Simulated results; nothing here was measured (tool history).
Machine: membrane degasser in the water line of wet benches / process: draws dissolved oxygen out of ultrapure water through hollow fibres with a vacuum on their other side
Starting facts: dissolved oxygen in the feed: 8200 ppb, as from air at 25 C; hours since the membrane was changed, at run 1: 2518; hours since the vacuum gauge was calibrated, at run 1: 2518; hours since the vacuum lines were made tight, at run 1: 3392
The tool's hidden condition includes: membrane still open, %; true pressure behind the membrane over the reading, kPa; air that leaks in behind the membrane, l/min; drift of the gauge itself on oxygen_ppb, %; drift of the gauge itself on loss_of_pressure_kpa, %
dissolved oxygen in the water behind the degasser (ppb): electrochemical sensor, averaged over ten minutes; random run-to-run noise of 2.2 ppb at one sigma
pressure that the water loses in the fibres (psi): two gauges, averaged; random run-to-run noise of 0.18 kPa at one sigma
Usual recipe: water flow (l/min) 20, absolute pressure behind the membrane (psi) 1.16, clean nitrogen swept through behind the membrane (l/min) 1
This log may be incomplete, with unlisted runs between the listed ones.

run,day,water flow (l/min),absolute pressure behind the membrane (psi),clean nitrogen swept through behind the membrane (l/min),hours since the membrane was changed,hours since the vacuum gauge was calibrated,hours since the vacuum lines were made tight,dissolved oxygen in the water behind the degasser (ppb),pressure that the water loses in the fibres (psi)
1,0,20,1.16,1,2518,2518,3392,221.1,4.554
2,7.529,20,1.16,1,2699,2699,3573,218.3,4.528
3,14.392,20,1.16,1,2864,2864,3738,220.1,4.605
4,21.296,20,1.16,1.53,3030,3030,3903,154.4,4.567
5,28.842,20,1.16,1.53,3211,3211,4084,153.8,4.548
6,36.567,20,1.16,1.53,3396,3396,4270,154.5,4.592
7,49.625,16,1.16,1,3709,3709,4583,179.6,3.648
8,56.604,20,1.16,0.41,3877,3877,4751,451.2,4.577
9,66.471,20,1.16,0.41,4114,4114,4988,444.7,4.56
10,72.383,20,1.16,0.41,4256,4256,5129,450.2,4.586
# day 76.35: seals of the vacuum lines changed
11,84.546,20,1.16,0.41,4546,4546,197,456.7,4.618
12,90.475,20,1.16,0.41,4688,4688,339,462.1,4.614
13,102.383,20,1.16,0.41,4974,4974,625,457,4.648
14,111.858,20,1.16,1,5201,5201,852,227.5,4.588
15,120.367,20,1.16,1,5405,5405,1056,224.3,4.634
# day 124.762: vacuum gauge calibrated
16,130.017,20,1.16,1,5636,126,1287,223.1,4.627
17,135.992,20,1.16,1,5780,270,1431,220.2,4.653
18,142.646,20,1.16,1,5939,429,1591,221.1,4.647
19,152.425,20,1.16,1,6174,664,1825,218.1,4.617
20,164.042,20,1.101,1.54,6453,943,2104,140.8,4.664
21,172.438,15,2.579,1.74,6654,1144,2306,298.5,3.453
22,179.025,23,1.16,1,6812,1302,2464,257.5,5.378
23,184.962,23,1.16,1,6955,1445,2606,252.8,5.317
24,197.075,12,1.242,1.85,7246,1736,2897,87.7,2.798
25,205.138,20,1.16,0.6,7439,1929,3090,337.9,4.631
26,211.525,20,2.318,1.94,7592,2082,3244,312,4.67
27,217.996,20,0.931,1.57,7748,2238,3399,107.8,4.691
28,225.392,20,1.14,1,7925,2415,3577,220.4,4.695
29,236.829,20,1.14,1,8200,2690,3851,220.5,4.68
30,247.8,20,1.244,0.58,8463,2953,4114,384.8,4.706
31,256.012,14,2.316,1,8660,3150,4311,407.3,3.252
32,265.925,14,2.316,1,8898,3388,4549,417.5,3.272
33,275.85,14,2.316,1,9136,3626,4788,417.2,3.332

How the hidden state differs across the entries between the runs, from the last listed run before each to the first after it:
Between runs 10 and 11: seals of the vacuum lines changed (day 76.35)
  membrane still open, %: 97.7 -> 97.6; true pressure behind the membrane over the reading, kPa: 0.15 -> 0.17; air that leaks in behind the membrane, l/min: 0.0141 -> 0.004
  the result without the hidden state subtracted from the measured one, dissolved oxygen in the water behind the degasser (ppb): +13.5 -> +15.5; pressure that the water loses in the fibres (psi): +0.104 -> +0.11
Between runs 15 and 16: vacuum gauge calibrated (day 124.762)
  membrane still open, %: 97.2 -> 97; true pressure behind the membrane over the reading, kPa: 0.21 -> 0.05; air that leaks in behind the membrane, l/min: 0.006 -> 0.0066
  the result without the hidden state subtracted from the measured one, dissolved oxygen in the water behind the degasser (ppb): +10.8 -> +4.4; pressure that the water loses in the fibres (psi): +0.131 -> +0.138

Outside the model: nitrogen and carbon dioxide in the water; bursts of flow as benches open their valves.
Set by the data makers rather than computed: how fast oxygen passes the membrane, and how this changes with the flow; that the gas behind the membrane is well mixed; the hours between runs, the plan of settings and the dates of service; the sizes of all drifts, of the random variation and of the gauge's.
